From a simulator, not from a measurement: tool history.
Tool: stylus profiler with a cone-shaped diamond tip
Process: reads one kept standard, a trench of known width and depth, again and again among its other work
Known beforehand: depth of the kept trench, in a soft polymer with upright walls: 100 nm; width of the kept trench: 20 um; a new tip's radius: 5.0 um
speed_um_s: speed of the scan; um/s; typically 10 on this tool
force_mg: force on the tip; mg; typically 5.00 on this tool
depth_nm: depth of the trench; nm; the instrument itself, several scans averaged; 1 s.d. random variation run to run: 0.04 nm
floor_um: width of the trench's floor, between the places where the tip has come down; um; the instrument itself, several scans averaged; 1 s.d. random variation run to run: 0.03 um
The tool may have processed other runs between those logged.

run   hour  speed_um_s  force_mg  depth_nm  floor_um
  1    0.0          10      5.00    101.59     17.98
  2   28.7          10     12.99    103.01     18.00
  3   45.2          10     12.99    103.03     18.03
  4   74.0          10     12.99    102.97     17.97
  5   96.1          10      5.00    101.61     17.94
  6  113.5          10      5.00    101.55     17.96
  7  129.9           7      5.00    101.57     17.99
  8  154.9          10      3.13    101.16     17.91
  9  170.1          10      3.13    101.19     17.94
 10  203.0          10      3.13    101.12     17.97
 11  223.1           4      4.78    101.53     18.00
 12  246.6           7      3.03    101.11     17.90
 13  276.0           7      3.03    101.04     17.96
 14  293.2          10      5.59    101.61     17.95
 15  315.4          14      3.01    101.09     17.93
 16  331.0           2      3.06    101.26     17.96
 17  350.7          21      4.83    101.56     17.93
 18  372.4          27      9.68    102.42     17.94
 19  390.9           3      6.51    101.93     17.97
 20  405.2           3      6.51    101.87     17.99

Below are 5 alternative next runs, each starting from the tool's condition after run 20. Predict each:
  A  431.9          19     11.20         ?         ?
  B  431.9           3      8.19         ?         ?
  C  431.9           2     11.49         ?         ?
  D  431.9          14      6.61         ?         ?
  E  431.9           3      1.85         ?         ?

run  depth_nm  floor_um
  A    102.66     17.97
  B    102.21     18.01
  C    102.77     18.00
  D    101.97     18.00
  E    100.82     18.00
Without the tool's unlogged condition, the same runs would have read:
run  depth_nm  floor_um
  A    102.66     17.99
  B    102.22     18.03
  C    102.77     18.02
  D    101.98     18.01
  E    100.82     18.02
